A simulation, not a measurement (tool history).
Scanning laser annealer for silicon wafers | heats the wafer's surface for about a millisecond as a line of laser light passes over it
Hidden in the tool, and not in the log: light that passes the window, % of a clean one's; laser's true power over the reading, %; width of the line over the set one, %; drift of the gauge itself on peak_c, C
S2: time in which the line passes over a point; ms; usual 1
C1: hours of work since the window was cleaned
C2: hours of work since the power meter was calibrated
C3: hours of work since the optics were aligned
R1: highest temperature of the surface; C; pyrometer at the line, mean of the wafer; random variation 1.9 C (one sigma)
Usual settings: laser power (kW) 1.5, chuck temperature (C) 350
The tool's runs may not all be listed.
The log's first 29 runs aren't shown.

Run 30, day 10.167: usual settings but laser power (kW) 1.426, S2 0.98 ms, chuck temperature (C) 345; C1 53; C2 404; C3 288. Result: R1 1134 C.
Run 31, day 10.4: usual settings but laser power (kW) 1.595, S2 1.25 ms, chuck temperature (C) 386; C1 55; C2 407; C3 290. Result: R1 1364 C.
Run 32, day 10.742: usual settings but laser power (kW) 1.595, S2 1.25 ms, chuck temperature (C) 386; C1 60; C2 411; C3 295. Result: R1 1369 C.
Run 33, day 11.058: usual settings but laser power (kW) 1.595, S2 1.25 ms, chuck temperature (C) 386; C1 64; C2 415; C3 299. Result: R1 1369 C.
Run 34, day 11.467: usual settings but laser power (kW) 1.595, S2 1.25 ms, chuck temperature (C) 386; C1 69; C2 420; C3 304. Result: R1 1369 C.
Run 35, day 11.729: usual settings but S2 1.24 ms, chuck temperature (C) 318; C1 72; C2 423; C3 307. Result: R1 1235 C.
Run 36, day 12.021: usual settings but S2 1.24 ms, chuck temperature (C) 318; C1 76; C2 427; C3 311. Result: R1 1236 C.
Run 37, day 12.362: usual settings but laser power (kW) 1.487, S2 0.95 ms, chuck temperature (C) 370; C1 80; C2 431; C3 315. Result: R1 1182 C.
Run 38, day 12.854: usual settings but S2 0.76 ms, chuck temperature (C) 369; C1 86; C2 437; C3 321. Result: R1 1115 C.
Run 39, day 13.217: usual settings but S2 0.89 ms, chuck temperature (C) 377; C1 91; C2 442; C3 326. Result: R1 1174 C.
Run 40, day 13.638: usual settings but laser power (kW) 1.523, S2 0.89 ms, chuck temperature (C) 377; C1 96; C2 447; C3 331. Result: R1 1180 C.

Forecast each of these 3 alternatives for the next run:
Run A, day 14.133: usual settings but laser power (kW) 1.359, S2 0.75 ms, chuck temperature (C) 385; C1 102; C2 453; C3 337. Result: R1 ?.
Run B, day 14.133: usual settings but laser power (kW) 1.292, S2 1.07 ms, chuck temperature (C) 326; C1 102; C2 453; C3 337. Result: R1 ?.
Run C, day 14.133: usual settings but chuck temperature (C) 360; C1 102; C2 453; C3 337. Result: R1 ?.

run    R1
  A  1054
  B  1061
  C  1193
Without the tool's hidden state the same runs would have given:
run    R1
  A  1065
  B  1073
  C  1206

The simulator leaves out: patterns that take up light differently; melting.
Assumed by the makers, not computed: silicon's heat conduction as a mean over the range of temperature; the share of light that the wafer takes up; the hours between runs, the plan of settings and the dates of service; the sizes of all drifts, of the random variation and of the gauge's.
